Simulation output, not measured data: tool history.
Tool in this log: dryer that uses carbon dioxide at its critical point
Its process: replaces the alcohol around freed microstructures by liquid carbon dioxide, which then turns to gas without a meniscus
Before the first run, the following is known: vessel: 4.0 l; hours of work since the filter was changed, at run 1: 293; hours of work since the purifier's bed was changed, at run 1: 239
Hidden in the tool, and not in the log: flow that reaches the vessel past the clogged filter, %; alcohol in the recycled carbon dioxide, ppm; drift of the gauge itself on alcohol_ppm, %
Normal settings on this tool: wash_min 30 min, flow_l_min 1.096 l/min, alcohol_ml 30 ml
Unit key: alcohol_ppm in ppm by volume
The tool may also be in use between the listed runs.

| run | hour | wash_min | flow_l_min | alcohol_ml | hours of work since the filter was changed | hours of work since the purifier's bed was changed | alcohol_ppm |
|---|---|---|---|---|---|---|---|
| 1 | 0 | 30 | 1.096 | 30 | 293 | 239 | 82 |
|  | 10.5 | inlet filter changed |
| 2 | 10.8 | 30 | 1.096 | 30 | 0 | 245 | 79 |
| 3 | 25 | 30 | 1.096 | 30 | 8 | 252 | 86 |
| 4 | 34.3 | 30 | 1.096 | 30 | 13 | 257 | 82 |
| 5 | 43.9 | 30 | 1.096 | 30 | 18 | 262 | 85 |
| 6 | 52.2 | 30 | 1.096 | 30 | 23 | 267 | 82 |
| 7 | 60 | 30 | 1.096 | 30 | 27 | 271 | 89 |
| 8 | 69.2 | 39 | 1.096 | 30 | 32 | 276 | 88 |
| 9 | 79.5 | 39 | 1.096 | 30 | 37 | 282 | 77 |
| 10 | 88.9 | 30 | 1.096 | 30 | 42 | 287 | 101 |
| 11 | 101.7 | 30 | 1.096 | 30 | 49 | 294 | 97 |
| 12 | 108.3 | 30 | 1.096 | 55 | 53 | 297 | 104 |
| 13 | 118.1 | 30 | 1.096 | 30 | 58 | 303 | 95 |
| 14 | 126.8 | 30 | 1.096 | 30 | 63 | 307 | 105 |
| 15 | 134.1 | 30 | 1.73 | 30 | 67 | 311 | 93 |
| 16 | 143.5 | 30 | 1.096 | 66 | 72 | 316 | 113 |
| 17 | 153.4 | 30 | 1.096 | 30 | 77 | 322 | 116 |
| 18 | 167 | 30 | 1.096 | 30 | 85 | 329 | 102 |
| 19 | 181.3 | 30 | 0.95 | 30 | 92 | 337 | 109 |
| 20 | 195.9 | 30 | 0.95 | 30 | 100 | 345 | 121 |
| 21 | 206.5 | 18 | 1.096 | 30 | 106 | 350 | 221 |
| 22 | 216.4 | 34 | 1.096 | 30 | 111 | 356 | 114 |
| 23 | 226 | 34 | 1.096 | 30 | 116 | 361 | 108 |
| 24 | 237.1 | 34 | 1.096 | 30 | 122 | 367 | 116 |
| 25 | 250.9 | 41 | 1.66 | 81 | 130 | 374 | 118 |
| 26 | 257.9 | 41 | 1.66 | 81 | 134 | 378 | 122 |
| 27 | 272.4 | 24 | 1.66 | 65 | 141 | 386 | 122 |
| 28 | 282.8 | 23 | 1.48 | 30 | 147 | 392 | 116 |
| 29 | 295.5 | 23 | 1.48 | 30 | 154 | 398 | 123 |
| 30 | 306 | 23 | 1.48 | 30 | 160 | 404 | 129 |
| 31 | 314 | 23 | 1.19 | 30 | 164 | 408 | 150 |
| 32 | 325 | 30 | 0.95 | 30 | 170 | 414 | 155 |
| 33 | 337 | 33 | 1.096 | 30 | 176 | 421 | 132 |
| 34 | 344.5 | 19 | 1.73 | 43 | 180 | 425 | 138 |
| 35 | 355.8 | 24 | 1.82 | 103 | 186 | 431 | 130 |
| 36 | 371 | 24 | 1.82 | 103 | 195 | 439 | 138 |
| 37 | 378.1 | 30 | 1 | 71 | 199 | 443 | 168 |
| 38 | 389 | 43 | 1.18 | 25 | 204 | 449 | 139 |
| 39 | 404 | 43 | 1.18 | 25 | 213 | 457 | 133 |
| 40 | 418.7 | 42 | 1.16 | 91 | 220 | 465 | 140 |
| 41 | 432.5 | 19 | 0.88 | 91 | 228 | 472 | 904 |
| 42 | 447.2 | 19 | 0.88 | 91 | 236 | 480 | 914 |
| 43 | 460.2 | 19 | 0.88 | 91 | 243 | 487 | 917 |
| 44 | 470.7 | 37 | 0.88 | 58 | 248 | 493 | 173 |
| 45 | 477.9 | 37 | 0.88 | 58 | 252 | 497 | 170 |

5 ways to go on from here, each from the tool as it stands after run 45. What would each give?
| A | 484.7 | 20 | 0.88 | 58 | 256 | 500 | ? |
| B | 484.7 | 30 | 1.096 | 26 | 256 | 500 | ? |
| C | 484.7 | 40 | 0.88 | 32 | 256 | 500 | ? |
| D | 484.7 | 33 | 1 | 44 | 256 | 500 | ? |
| E | 484.7 | 37 | 0.78 | 100 | 256 | 500 | ? |

| run | alcohol_ppm |
|---|---|
| A | 573 |
| B | 158 |
| C | 160 |
| D | 164 |
| E | 228 |
Had the tool no hidden state, the same runs would have come out as:
| run | alcohol_ppm |
|---|---|
| A | 289 |
| B | 5 |
| C | 11 |
| D | 11 |
| E | 50 |
